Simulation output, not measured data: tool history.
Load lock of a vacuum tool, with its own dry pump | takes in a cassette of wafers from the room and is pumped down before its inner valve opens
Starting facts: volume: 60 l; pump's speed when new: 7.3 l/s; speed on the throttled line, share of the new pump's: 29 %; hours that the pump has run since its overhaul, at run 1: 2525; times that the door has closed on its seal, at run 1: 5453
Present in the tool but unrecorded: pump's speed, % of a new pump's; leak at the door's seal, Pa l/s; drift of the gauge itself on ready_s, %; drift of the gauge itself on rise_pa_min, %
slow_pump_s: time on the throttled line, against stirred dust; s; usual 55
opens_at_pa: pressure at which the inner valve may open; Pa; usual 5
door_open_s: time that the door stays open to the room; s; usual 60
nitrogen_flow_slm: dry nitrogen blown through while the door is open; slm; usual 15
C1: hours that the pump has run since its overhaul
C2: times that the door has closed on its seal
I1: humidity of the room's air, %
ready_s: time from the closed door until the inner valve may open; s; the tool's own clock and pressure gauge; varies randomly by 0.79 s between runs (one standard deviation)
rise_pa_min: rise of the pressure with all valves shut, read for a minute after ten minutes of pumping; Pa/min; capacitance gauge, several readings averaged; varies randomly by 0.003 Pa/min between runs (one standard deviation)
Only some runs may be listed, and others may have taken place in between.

run 1 day=0.000 | slow_pump_s=55 opens_at_pa=5 door_open_s=60 nitrogen_flow_slm=15 | C1=2525 C2=5453 | I1=45.1 | ready_s=122.2 rise_pa_min=0.035
run 2 day=5.233 | slow_pump_s=55 opens_at_pa=5 door_open_s=60 nitrogen_flow_slm=15 | C1=2651 C2=5604 | I1=44.4 | ready_s=124.9 rise_pa_min=0.030
run 3 day=8.292 | slow_pump_s=55 opens_at_pa=5 door_open_s=60 nitrogen_flow_slm=15 | C1=2724 C2=5691 | I1=43.1 | ready_s=121.8 rise_pa_min=0.021
run 4 day=12.329 | slow_pump_s=55 opens_at_pa=9 door_open_s=60 nitrogen_flow_slm=15 | C1=2821 C2=5807 | I1=44.6 | ready_s=115.8 rise_pa_min=0.029
run 5 day=15.683 | slow_pump_s=55 opens_at_pa=9 door_open_s=60 nitrogen_flow_slm=15 | C1=2902 C2=5903 | I1=43.7 | ready_s=117.4 rise_pa_min=0.029
run 6 day=20.088 | slow_pump_s=55 opens_at_pa=9 door_open_s=60 nitrogen_flow_slm=15 | C1=3007 C2=6030 | I1=44.5 | ready_s=117.3 rise_pa_min=0.031
run 7 day=22.612 | slow_pump_s=55 opens_at_pa=9 door_open_s=60 nitrogen_flow_slm=15 | C1=3068 C2=6102 | I1=44.9 | ready_s=116.8 rise_pa_min=0.024
run 8 day=27.579 | slow_pump_s=74 opens_at_pa=5 door_open_s=60 nitrogen_flow_slm=15 | C1=3187 C2=6245 | I1=48.6 | ready_s=136.9 rise_pa_min=0.034
run 9 day=30.475 | slow_pump_s=74 opens_at_pa=5 door_open_s=129 nitrogen_flow_slm=15 | C1=3257 C2=6328 | I1=50.7 | ready_s=135.5 rise_pa_min=0.055
run 10 day=33.896 | slow_pump_s=74 opens_at_pa=5 door_open_s=129 nitrogen_flow_slm=15 | C1=3339 C2=6426 | I1=43.5 | ready_s=136.1 rise_pa_min=0.042
run 11 day=37.592 | slow_pump_s=55 opens_at_pa=5 door_open_s=60 nitrogen_flow_slm=15 | C1=3428 C2=6532 | I1=45.3 | ready_s=122.9 rise_pa_min=0.033
run 12 day=41.333 | slow_pump_s=55 opens_at_pa=5 door_open_s=60 nitrogen_flow_slm=15 | C1=3517 C2=6640 | I1=45.5 | ready_s=121.7 rise_pa_min=0.030
run 13 day=45.296 | slow_pump_s=55 opens_at_pa=5 door_open_s=60 nitrogen_flow_slm=15 | C1=3613 C2=6753 | I1=47.2 | ready_s=121.5 rise_pa_min=0.033
run 14 day=47.954 | slow_pump_s=28 opens_at_pa=5 door_open_s=60 nitrogen_flow_slm=15 | C1=3676 C2=6830 | I1=47.9 | ready_s=102.1 rise_pa_min=0.028
run 15 day=53.658 | slow_pump_s=55 opens_at_pa=6 door_open_s=60 nitrogen_flow_slm=15 | C1=3813 C2=6994 | I1=44.7 | ready_s=120.0 rise_pa_min=0.027
run 16 day=58.021 | slow_pump_s=86 opens_at_pa=5 door_open_s=60 nitrogen_flow_slm=15 | C1=3918 C2=7119 | I1=46.9 | ready_s=144.2 rise_pa_min=0.032
run 17 day=63.100 | slow_pump_s=55 opens_at_pa=5 door_open_s=60 nitrogen_flow_slm=15 | C1=4040 C2=7264 | I1=44.5 | ready_s=122.3 rise_pa_min=0.032
run 18 day=67.312 | slow_pump_s=55 opens_at_pa=5 door_open_s=60 nitrogen_flow_slm=15 | C1=4141 C2=7385 | I1=45.7 | ready_s=121.1 rise_pa_min=0.032
run 19 day=70.500 | slow_pump_s=55 opens_at_pa=5 door_open_s=60 nitrogen_flow_slm=15 | C1=4217 C2=7477 | I1=45.8 | ready_s=120.7 rise_pa_min=0.027
run 20 day=74.267 | slow_pump_s=55 opens_at_pa=8 door_open_s=60 nitrogen_flow_slm=37 | C1=4308 C2=7585 | I1=44.5 | ready_s=117.6 rise_pa_min=0.014
run 21 day=78.392 | slow_pump_s=55 opens_at_pa=8 door_open_s=170 nitrogen_flow_slm=37 | C1=4407 C2=7703 | I1=44.0 | ready_s=116.6 rise_pa_min=0.031
run 22 day=83.433 | slow_pump_s=42 opens_at_pa=8 door_open_s=170 nitrogen_flow_slm=37 | C1=4528 C2=7848 | I1=45.4 | ready_s=108.4 rise_pa_min=0.030
run 23 day=85.833 | slow_pump_s=42 opens_at_pa=10 door_open_s=170 nitrogen_flow_slm=6 | C1=4585 C2=7917 | I1=42.7 | ready_s=105.9 rise_pa_min=0.068
run 24 day=89.692 | slow_pump_s=42 opens_at_pa=10 door_open_s=170 nitrogen_flow_slm=6 | C1=4678 C2=8028 | I1=43.0 | ready_s=106.4 rise_pa_min=0.072

Run 25 is up next; what results do you expect?
run 25 day=95.054 | slow_pump_s=45 opens_at_pa=5 door_open_s=60 nitrogen_flow_slm=4 | C1=4807 C2=8182 | I1=46.7 | ready_s=? rise_pa_min=?

Run 25 gave ready_s 114.2 s, rise_pa_min 0.046 Pa/min.
Had the tool carried no hidden state, the very same run would have given ready_s 114.1 s, rise_pa_min 0.046 Pa/min.
